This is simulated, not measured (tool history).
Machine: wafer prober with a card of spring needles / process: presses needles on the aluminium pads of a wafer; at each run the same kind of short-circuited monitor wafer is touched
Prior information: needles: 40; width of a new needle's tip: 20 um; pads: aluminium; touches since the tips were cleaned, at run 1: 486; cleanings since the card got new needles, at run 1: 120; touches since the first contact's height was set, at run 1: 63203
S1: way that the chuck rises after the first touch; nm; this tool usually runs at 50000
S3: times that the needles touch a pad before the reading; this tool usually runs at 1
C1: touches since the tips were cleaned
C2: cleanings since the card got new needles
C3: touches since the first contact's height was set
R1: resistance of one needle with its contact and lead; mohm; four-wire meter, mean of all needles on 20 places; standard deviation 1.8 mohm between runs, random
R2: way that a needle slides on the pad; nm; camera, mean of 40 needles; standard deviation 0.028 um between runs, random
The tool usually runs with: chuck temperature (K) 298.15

Run 1, hour 0.0: usual settings; C1 486; C2 120; C3 63203. Result: R1 385 mohm, R2 10310 nm.
At hour 16.3: tips cleaned on abrasive film.
At hour 35.8: tips cleaned on abrasive film.
Run 2, hour 44.7: usual settings but S3 2; C1 2166; C2 122; C3 73987. Result: R1 453 mohm, R2 10260 nm.
At hour 52.1: tips cleaned on abrasive film.
At hour 70.9: tips cleaned on abrasive film.
At hour 90.2: tips cleaned on abrasive film.
At hour 108.3: tips cleaned on abrasive film.
Run 3, hour 108.3: usual settings but S3 2; C1 0; C2 126; C3 89295. Result: R1 219 mohm, R2 10230 nm.
At hour 116.7: height of the first contact set anew.
At hour 128.2: tips cleaned on abrasive film.
At hour 147.8: tips cleaned on abrasive film.
Run 4, hour 149.9: usual settings but S3 2; C1 504; C2 128; C3 7982. Result: R1 325 mohm, R2 10090 nm.
At hour 164.9: tips cleaned on abrasive film.
At hour 183.8: tips cleaned on abrasive film.
At hour 200.1: tips cleaned on abrasive film.
At hour 220.4: tips cleaned on abrasive film.
Run 5, hour 225.2: usual settings; C1 1153; C2 132; C3 26129. Result: R1 610 mohm, R2 10020 nm.
At hour 237.4: tips cleaned on abrasive film.
At hour 253.7: tips cleaned on abrasive film.
At hour 273.3: tips cleaned on abrasive film.
At hour 289.6: tips cleaned on abrasive film.
Run 6, hour 298.7: usual settings but S1 41000 nm; C1 2205; C2 136; C3 43847. Result: R1 989 mohm, R2 8040 nm.
At hour 306.9: tips cleaned on abrasive film.
At hour 325.7: tips cleaned on abrasive film.
Run 7, hour 336.6: usual settings but S1 59000 nm; C1 2649; C2 138; C3 52974. Result: R1 599 mohm, R2 11830 nm.
At hour 344.8: tips cleaned on abrasive film.
At hour 364.8: tips cleaned on abrasive film.
At hour 383.2: tips cleaned on abrasive film.
Run 8, hour 383.2: usual settings but S1 59000 nm; C1 0; C2 141; C3 64189. Result: R1 244 mohm, R2 11710 nm.
At hour 403.5: tips cleaned on abrasive film.
Run 9, hour 417.2: usual settings but chuck temperature (K) 300.15; C1 3304; C2 142; C3 72392. Result: R1 811 mohm, R2 9790 nm.
At hour 421.3: tips cleaned on abrasive film.
At hour 437.6: tips cleaned on abrasive film.
At hour 453.9: tips cleaned on abrasive film.
At hour 472.7: tips cleaned on abrasive film.
Run 10, hour 473.1: usual settings but chuck temperature (K) 378.15; C1 94; C2 146; C3 85846. Result: R1 331 mohm, R2 9680 nm.
At hour 485.6: height of the first contact set anew, once more.
At hour 489.7: tips cleaned on abrasive film.
At hour 508.7: tips cleaned on abrasive film.
At hour 528.8: tips cleaned on abrasive film.
Run 11, hour 542.3: usual settings but chuck temperature (K) 378.15; C1 3272; C2 149; C3 13672. Result: R1 725 mohm, R2 10590 nm.
At hour 546.4: tips cleaned on abrasive film.
At hour 562.7: tips cleaned on abrasive film.
At hour 580.5: tips cleaned on abrasive film.
Run 12, hour 593.2: usual settings but chuck temperature (K) 378.15; C1 3063; C2 152; C3 25928. Result: R1 712 mohm, R2 10540 nm.
At hour 597.3: tips cleaned on abrasive film.
At hour 617.2: tips cleaned on abrasive film.
At hour 637.0: tips cleaned on abrasive film.
Run 13, hour 644.7: usual settings but chuck temperature (K) 378.15; C1 1867; C2 155; C3 38329. Result: R1 584 mohm, R2 10520 nm.
At hour 656.5: tips cleaned on abrasive film.
At hour 675.8: tips cleaned on abrasive film.
At hour 692.1: tips cleaned on abrasive film.
At hour 711.5: tips cleaned on abrasive film.
Run 14, hour 717.7: usual settings but chuck temperature (K) 307.15; C1 1500; C2 159; C3 55925. Result: R1 552 mohm, R2 10450 nm.
At hour 728.4: tips cleaned on abrasive film.
At hour 747.7: tips cleaned on abrasive film.
Run 15, hour 762.6: usual settings but chuck temperature (K) 307.15; C1 3612; C2 161; C3 66739. Result: R1 819 mohm, R2 10340 nm.
At hour 766.4: tips cleaned on abrasive film.
At hour 785.5: tips cleaned on abrasive film.
At hour 805.5: tips cleaned on abrasive film.
Run 16, hour 815.1: usual settings but chuck temperature (K) 307.15; C1 2327; C2 164; C3 79389. Result: R1 715 mohm, R2 10250 nm.
At hour 822.8: tips cleaned on abrasive film.
At hour 839.1: tips cleaned on abrasive film.
Run 17, hour 850.9: usual settings but chuck temperature (K) 307.15; C1 2871; C2 166; C3 88022. Result: R1 822 mohm, R2 10280 nm.
At hour 859.1: tips cleaned on abrasive film.
At hour 863.2: height of the first contact set anew.
At hour 879.1: tips cleaned on abrasive film.
At hour 898.2: tips cleaned on abrasive film.
At hour 917.9: tips cleaned on abrasive film.
Run 18, hour 925.9: usual settings but chuck temperature (K) 307.15; C1 1915; C2 170; C3 15105. Result: R1 632 mohm, R2 10550 nm.
At hour 938.1: tips cleaned on abrasive film.
At hour 954.4: tips cleaned on abrasive film.
At hour 972.4: tips cleaned on abrasive film.
Run 19, hour 972.4: usual settings but chuck temperature (K) 307.15; C1 0; C2 173; C3 26310. Result: R1 255 mohm, R2 10530 nm.
At hour 991.8: tips cleaned on abrasive film.
At hour 1011.2: tips cleaned on abrasive film.
Run 20, hour 1018.0: usual settings but S1 37000 nm, S3 2; C1 1642; C2 175; C3 37292. Result: R1 673 mohm, R2 7700 nm.
At hour 1028.7: tips cleaned on abrasive film.
At hour 1045.0: tips cleaned on abrasive film.
Run 21, hour 1052.0: usual settings but S1 37000 nm, S3 2; C1 1677; C2 177; C3 45480. Result: R1 668 mohm, R2 7660 nm.
At hour 1063.3: tips cleaned on abrasive film.
At hour 1083.5: tips cleaned on abrasive film.
At hour 1099.7: tips cleaned on abrasive film.
Run 22, hour 1112.4: usual settings but S1 37000 nm, S3 2; C1 3069; C2 180; C3 60052. Result: R1 858 mohm, R2 7640 nm.
At hour 1116.5: tips cleaned on abrasive film.
At hour 1136.7: tips cleaned on abrasive film.
At hour 1155.9: tips cleaned on abrasive film.
At hour 1175.1: tips cleaned on abrasive film.
Run 23, hour 1186.5: usual settings but chuck temperature (K) 394.15; C1 2757; C2 184; C3 77903. Result: R1 750 mohm, R2 10330 nm.
At hour 1194.7: tips cleaned on abrasive film.
At hour 1215.0: tips cleaned on abrasive film.
At hour 1234.9: tips cleaned on abrasive film.
At hour 1242.5: height of the first contact set anew.
At hour 1251.5: tips cleaned on abrasive film.
Run 24, hour 1251.5: usual settings but S1 62000 nm, chuck temperature (K) 306.15; C1 0; C2 188; C3 2163. Result: R1 219 mohm, R2 13140 nm.
At hour 1267.8: tips cleaned on abrasive film.
At hour 1287.1: tips cleaned on abrasive film.
Run 25, hour 1299.4: usual settings but S1 63000 nm, chuck temperature (K) 323.15, S3 2; C1 2977; C2 190; C3 13709. Result: R1 422 mohm, R2 13330 nm.
At hour 1303.5: tips cleaned on abrasive film.
At hour 1323.8: tips cleaned on abrasive film.
At hour 1340.1: tips cleaned on abrasive film.
Run 26, hour 1344.9: usual settings but S1 44000 nm; C1 1160; C2 193; C3 24660. Result: R1 650 mohm, R2 9270 nm.
At hour 1356.6: tips cleaned on abrasive film.
At hour 1376.8: tips cleaned on abrasive film.
At hour 1395.5: tips cleaned on abrasive film.
At hour 1411.8: tips cleaned on abrasive film.
Run 27, hour 1416.6: usual settings but S1 44000 nm; C1 1163; C2 197; C3 41926. Result: R1 648 mohm, R2 9160 nm.
At hour 1432.0: tips cleaned on abrasive film.
At hour 1452.3: tips cleaned on abrasive film.
At hour 1471.1: tips cleaned on abrasive film.
Run 28, hour 1471.1: usual settings but S1 36000 nm, chuck temperature (K) 300.15, S3 3; C1 0; C2 200; C3 55063. Result: R1 257 mohm, R2 7340 nm.

Per-run results on a tool with no hidden state, each run keeping its own random variation:
Hidden state present: debris on the tips, nm; way that the needles fall short of the set height, um; tips' diameter, um; drift of the gauge itself on contact_mohm, %; drift of the gauge itself on scrub_um, %.
run   R1     R2
  1  192  10650
  2  188  10640
  3  190  10700
  4  193  10650
  5  194  10660
  6  196   8760
  7  186  12600
  8  188  12530
  9  190  10650
 10  212  10630
 11  213  10650
 12  212  10650
 13  211  10690
 14  191  10700
 15  193  10630
 16  194  10610
 17  195  10670
 18  194  10610
 19  193  10660
 20  198   7860
 21  196   7870
 22  198   7900
 23  215  10690
 24  187  13160
 25  190  13410
 26  193   9420
 27  192   9390
 28  200   7650
